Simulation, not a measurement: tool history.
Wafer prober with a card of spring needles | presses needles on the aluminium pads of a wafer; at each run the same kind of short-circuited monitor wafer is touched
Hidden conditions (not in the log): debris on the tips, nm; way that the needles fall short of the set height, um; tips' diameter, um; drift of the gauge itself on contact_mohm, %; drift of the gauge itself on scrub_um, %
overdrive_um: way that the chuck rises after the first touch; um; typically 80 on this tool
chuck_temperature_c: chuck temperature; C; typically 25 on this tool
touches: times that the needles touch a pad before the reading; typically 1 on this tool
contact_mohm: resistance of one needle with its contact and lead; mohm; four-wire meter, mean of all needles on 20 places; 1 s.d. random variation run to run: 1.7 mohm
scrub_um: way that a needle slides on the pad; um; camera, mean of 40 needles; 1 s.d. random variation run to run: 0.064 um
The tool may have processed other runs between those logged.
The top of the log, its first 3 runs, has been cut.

| run | day | overdrive_um | chuck_temperature_c | touches | touches since the tips were cleaned | cleanings since the card got new needles | touches since the first contact's height was set | contact_mohm | scrub_um |
|---|---|---|---|---|---|---|---|---|---|
|  | 1.338 | tips cleaned on abrasive film |
| 4 | 1.475 | 62 | 25 | 1 | 1026 | 31 | 82146 | 181 | 9.26 |
|  | 1.692 | tips cleaned on abrasive film |
| 5 | 1.975 | 62 | 25 | 3 | 2177 | 32 | 85952 | 180 | 9.43 |
|  | 2.012 | tips cleaned on abrasive film |
|  | 2.346 | tips cleaned on abrasive film |
| 6 | 2.346 | 80 | 25 | 1 | 0 | 34 | 88716 | 177 | 11.93 |
|  | 2.704 | tips cleaned on abrasive film |
| 7 | 2.967 | 80 | 25 | 1 | 2001 | 35 | 93439 | 177 | 11.99 |
|  | 3.058 | tips cleaned on abrasive film |
|  | 3.396 | tips cleaned on abrasive film |
| 8 | 3.425 | 80 | 56 | 1 | 244 | 37 | 96904 | 182 | 11.98 |
|  | 3.729 | tips cleaned on abrasive film |
| 9 | 3.733 | 80 | 40 | 1 | 52 | 38 | 99228 | 176 | 12.07 |
|  | 4.050 | tips cleaned on abrasive film |
| 10 | 4.183 | 80 | 40 | 1 | 996 | 39 | 102616 | 180 | 12.01 |
|  | 4.396 | tips cleaned on abrasive film |
| 11 | 4.546 | 80 | 40 | 1 | 1162 | 40 | 105373 | 178 | 11.99 |
|  | 4.725 | tips cleaned on abrasive film |
| 12 | 4.858 | 80 | 40 | 1 | 1008 | 41 | 107733 | 182 | 11.88 |
|  | 5.046 | tips cleaned on abrasive film |
|  | 5.388 | tips cleaned on abrasive film |
| 13 | 5.500 | 80 | 37 | 1 | 890 | 43 | 112595 | 179 | 11.87 |
|  | 5.712 | tips cleaned on abrasive film |
|  | 6.067 | tips cleaned on abrasive film |
| 14 | 6.158 | 80 | 37 | 1 | 681 | 45 | 117550 | 179 | 11.82 |
|  | 6.417 | tips cleaned on abrasive film |
| 15 | 6.633 | 80 | 25 | 1 | 1648 | 46 | 121148 | 176 | 11.96 |
|  | 6.767 | tips cleaned on abrasive film |
|  | 7.079 | tips cleaned on abrasive film |
| 16 | 7.225 | 80 | 25 | 1 | 1098 | 48 | 125610 | 178 | 11.84 |
|  | 7.396 | tips cleaned on abrasive film |
|  | 7.721 | tips cleaned on abrasive film |
| 17 | 7.721 | 80 | 41 | 2 | 0 | 50 | 129340 | 183 | 11.87 |

The next listed run, before its measurement:
| 18 | 7.996 | 80 | 41 | 2 | 2104 | 50 | 131444 | ? | ? |

Run 18 gave contact_mohm 179 mohm, scrub_um 11.84 um.
Minus the tool's unlogged condition, the same run would have read contact_mohm 179 mohm, scrub_um 12.12 um.
